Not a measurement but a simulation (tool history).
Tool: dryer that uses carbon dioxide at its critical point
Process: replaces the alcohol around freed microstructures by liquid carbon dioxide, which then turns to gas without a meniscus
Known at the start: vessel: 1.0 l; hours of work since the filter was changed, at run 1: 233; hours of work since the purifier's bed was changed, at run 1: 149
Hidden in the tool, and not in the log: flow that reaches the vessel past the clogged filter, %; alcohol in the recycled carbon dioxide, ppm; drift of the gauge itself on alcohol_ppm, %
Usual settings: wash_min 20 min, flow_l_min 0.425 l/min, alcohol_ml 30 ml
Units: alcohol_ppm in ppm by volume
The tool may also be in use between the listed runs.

| run | hour | wash_min | flow_l_min | alcohol_ml | hours of work since the filter was changed | hours of work since the purifier's bed was changed | alcohol_ppm |
|---|---|---|---|---|---|---|---|
| 1 | 0.0 | 20 | 0.425 | 30 | 233 | 149 | 143 |
| 2 | 6.4 | 20 | 0.425 | 50 | 237 | 152 | 184 |
| 3 | 19.7 | 20 | 0.425 | 50 | 244 | 159 | 200 |
| 4 | 31.3 | 20 | 0.425 | 50 | 250 | 166 | 207 |
| 5 | 45.9 | 20 | 0.425 | 30 | 257 | 173 | 155 |
| 6 | 55.0 | 20 | 0.425 | 30 | 262 | 178 | 145 |
| 7 | 62.4 | 20 | 0.425 | 30 | 266 | 182 | 150 |
| 8 | 71.5 | 20 | 0.425 | 82 | 271 | 187 | 319 |
| 9 | 86.3 | 20 | 0.344 | 30 | 279 | 195 | 340 |
| 10 | 95.9 | 23 | 0.327 | 23 | 284 | 200 | 209 |
| 11 | 109.1 | 13 | 0.505 | 30 | 291 | 207 | 370 |
| 12 | 116.4 | 24 | 0.426 | 72 | 295 | 211 | 139 |
| 13 | 124.3 | 24 | 0.426 | 72 | 299 | 215 | 148 |

Hidden state or all else? Some run-to-run changes of alcohol_ppm, split into what the settings, what came in and random variation would give without the hidden state, and what is left for the hidden state (with any gauge scatter that isn't in both results):
Run 11 -> 12: wash_min 13 -> 24, flow_l_min 0.505 -> 0.426, alcohol_ml 30 -> 72. alcohol_ppm -231 ppm by volume: hidden state -69, all else -162.

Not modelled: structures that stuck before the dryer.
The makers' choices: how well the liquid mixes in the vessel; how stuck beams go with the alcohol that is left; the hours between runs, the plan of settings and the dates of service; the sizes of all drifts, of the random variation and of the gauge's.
